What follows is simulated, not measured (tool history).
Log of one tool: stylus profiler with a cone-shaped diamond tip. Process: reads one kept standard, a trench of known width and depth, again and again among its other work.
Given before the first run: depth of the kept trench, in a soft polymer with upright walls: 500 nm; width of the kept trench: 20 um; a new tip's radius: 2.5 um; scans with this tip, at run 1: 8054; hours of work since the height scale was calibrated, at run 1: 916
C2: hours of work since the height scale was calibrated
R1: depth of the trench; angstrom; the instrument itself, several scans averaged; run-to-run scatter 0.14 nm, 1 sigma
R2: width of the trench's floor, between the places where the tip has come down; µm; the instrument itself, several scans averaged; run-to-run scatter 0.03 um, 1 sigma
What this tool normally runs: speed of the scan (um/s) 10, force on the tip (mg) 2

Run 1, hour 0: usual settings; scans with this tip 8054; C2 916. Result: R1 5027.9 angstrom, R2 15.24 µm.
Run 2, hour 34.1: usual settings; scans with this tip 8236; C2 936. Result: R1 5030.1 angstrom, R2 15.24 µm.
Run 3, hour 64.2: usual settings but force on the tip (mg) 5.21; scans with this tip 8396; C2 955. Result: R1 5068.9 angstrom, R2 15.24 µm.
Run 4, hour 83.3: usual settings but force on the tip (mg) 5.21; scans with this tip 8498; C2 966. Result: R1 5066.2 angstrom, R2 15.2 µm.
Run 5, hour 116.7: usual settings but force on the tip (mg) 5.21; scans with this tip 8677; C2 986. Result: R1 5067.2 angstrom, R2 15.18 µm.
Run 6, hour 146.7: usual settings but force on the tip (mg) 5.21; scans with this tip 8837; C2 1005. Result: R1 5065.7 angstrom, R2 15.12 µm.
Run 7, hour 168.2: usual settings; scans with this tip 8951; C2 1018. Result: R1 5029.8 angstrom, R2 15.14 µm.
Run 8, hour 198.9: usual settings; scans with this tip 9115; C2 1036. Result: R1 5029.3 angstrom, R2 15.07 µm.
Run 9, hour 229.5: usual settings; scans with this tip 9279; C2 1055. Result: R1 5028.6 angstrom, R2 15.06 µm.
Run 10, hour 267.4: usual settings but speed of the scan (um/s) 19; scans with this tip 9481; C2 1078. Result: R1 5030.4 angstrom, R2 14.91 µm.
Run 11, hour 292.1: usual settings but force on the tip (mg) 0.69; scans with this tip 9612; C2 1093. Result: R1 5003.2 angstrom, R2 14.94 µm.
Run 12, hour 324.9: usual settings but force on the tip (mg) 1.17; scans with this tip 9788; C2 1113. Result: R1 5014.9 angstrom, R2 14.96 µm.
Run 13, hour 354.2: usual settings but force on the tip (mg) 1.17; scans with this tip 9944; C2 1130. Result: R1 5014.8 angstrom, R2 14.89 µm.
Run 14, hour 383.6: usual settings but force on the tip (mg) 1.17; scans with this tip 10101; C2 1148. Result: R1 5014.2 angstrom, R2 14.87 µm.
Run 15, hour 408.7: usual settings but force on the tip (mg) 1.17; scans with this tip 10235; C2 1164. Result: R1 5015.5 angstrom, R2 14.86 µm.
Run 16, hour 429.3: usual settings but force on the tip (mg) 1.17; scans with this tip 10345; C2 1176. Result: R1 5014.7 angstrom, R2 14.85 µm.
At hour 431.5: height scale calibrated on a step standard.
At hour 447.2: new tip fitted, height scale calibrated.
Run 17, hour 447.7: usual settings; scans with this tip 3; C2 0. Result: R1 5043.2 angstrom, R2 16.97 µm.
Run 18, hour 481.7: usual settings; scans with this tip 184; C2 21. Result: R1 5043.2 angstrom, R2 16.83 µm.
Run 19, hour 519.3: usual settings but force on the tip (mg) 5.81; scans with this tip 385; C2 44. Result: R1 5089.1 angstrom, R2 16.89 µm.
At hour 540: height scale calibrated on a step standard, once more.
Run 20, hour 553.2: usual settings but force on the tip (mg) 5.81; scans with this tip 563; C2 8. Result: R1 5088.1 angstrom, R2 16.78 µm.
Run 21, hour 574.1: usual settings but speed of the scan (um/s) 3, force on the tip (mg) 1.02; scans with this tip 675; C2 21. Result: R1 5029 angstrom, R2 16.82 µm.
Run 22, hour 600.7: usual settings but speed of the scan (um/s) 9, force on the tip (mg) 3.05; scans with this tip 817; C2 37. Result: R1 5060.3 angstrom, R2 16.67 µm.
Run 23, hour 621.8: usual settings but speed of the scan (um/s) 9, force on the tip (mg) 3.05; scans with this tip 929; C2 50. Result: R1 5058.1 angstrom, R2 16.66 µm.
Run 24, hour 640.8: usual settings but speed of the scan (um/s) 9, force on the tip (mg) 3.05; scans with this tip 1031; C2 61. Result: R1 5059.2 angstrom, R2 16.67 µm.
Run 25, hour 668.9: usual settings but speed of the scan (um/s) 11, force on the tip (mg) 2.04; scans with this tip 1181; C2 78. Result: R1 5044.1 angstrom, R2 16.6 µm.
Run 26, hour 698.2: usual settings but speed of the scan (um/s) 15, force on the tip (mg) 2.57; scans with this tip 1337; C2 96. Result: R1 5050.4 angstrom, R2 16.58 µm.
Run 27, hour 724.3: usual settings but speed of the scan (um/s) 15, force on the tip (mg) 2.32; scans with this tip 1477; C2 112. Result: R1 5047.3 angstrom, R2 16.51 µm.
Run 28, hour 746.9: usual settings but speed of the scan (um/s) 15, force on the tip (mg) 2.32; scans with this tip 1597; C2 126. Result: R1 5046.6 angstrom, R2 16.53 µm.
Run 29, hour 771.9: usual settings but speed of the scan (um/s) 5; scans with this tip 1731; C2 141. Result: R1 5042.5 angstrom, R2 16.48 µm.
Run 30, hour 802.3: usual settings but speed of the scan (um/s) 2, force on the tip (mg) 3.3; scans with this tip 1893; C2 159. Result: R1 5059 angstrom, R2 16.48 µm.
Run 31, hour 825.8: usual settings but force on the tip (mg) 1.02; scans with this tip 2018; C2 173. Result: R1 5024.7 angstrom, R2 16.41 µm.
Run 32, hour 863.8: usual settings but speed of the scan (um/s) 17, force on the tip (mg) 0.84; scans with this tip 2221; C2 197. Result: R1 5022.4 angstrom, R2 16.26 µm.
Run 33, hour 895.5: usual settings but speed of the scan (um/s) 17, force on the tip (mg) 0.84; scans with this tip 2390; C2 216. Result: R1 5021.5 angstrom, R2 16.18 µm.
Run 34, hour 918: usual settings but speed of the scan (um/s) 17, force on the tip (mg) 0.84; scans with this tip 2510; C2 229. Result: R1 5020.9 angstrom, R2 16.2 µm.
Run 35, hour 944: usual settings but force on the tip (mg) 0.73; scans with this tip 2649; C2 245. Result: R1 5017.6 angstrom, R2 16.26 µm.
Run 36, hour 964.4: usual settings but speed of the scan (um/s) 4, force on the tip (mg) 1.3; scans with this tip 2758; C2 258. Result: R1 5032.4 angstrom, R2 16.28 µm.
Run 37, hour 985.2: usual settings but speed of the scan (um/s) 6, force on the tip (mg) 4.49; scans with this tip 2869; C2 270. Result: R1 5070.4 angstrom, R2 16.34 µm.
Run 38, hour 1003.2: usual settings but speed of the scan (um/s) 6, force on the tip (mg) 4.49; scans with this tip 2965; C2 281. Result: R1 5069.5 angstrom, R2 16.2 µm.
Run 39, hour 1031.8: usual settings but speed of the scan (um/s) 31, force on the tip (mg) 0.75; scans with this tip 3118; C2 298. Result: R1 5021.3 angstrom, R2 15.88 µm.
Run 40, hour 1062.4: usual settings but speed of the scan (um/s) 15, force on the tip (mg) 2.8; scans with this tip 3281; C2 317. Result: R1 5048.8 angstrom, R2 16.19 µm.

For each entry between runs, how does the tool's hidden state at the last listed run before it compare with that at the first listed run after it?
Logged between run 16 and run 17: height scale calibrated on a step standard (hour 431.5); new tip fitted, height scale calibrated (hour 447.2)
  radius of the tip, um: 6.64 -> 2.52; height scale over the true one, %: -0.347 -> -0.005
  measured minus no-state result, R1: -17.5 -> -0.3 angstrom; R2: -2.06 -> -0.02 µm
Logged between run 19 and run 20: height scale calibrated on a step standard, once more (hour 540)
  radius of the tip, um: 2.66 -> 2.74; height scale over the true one, %: -0.019 -> 0.016
  measured minus no-state result, R1: -0.9 -> +0.9 angstrom; R2: -0.11 -> -0.16 µm
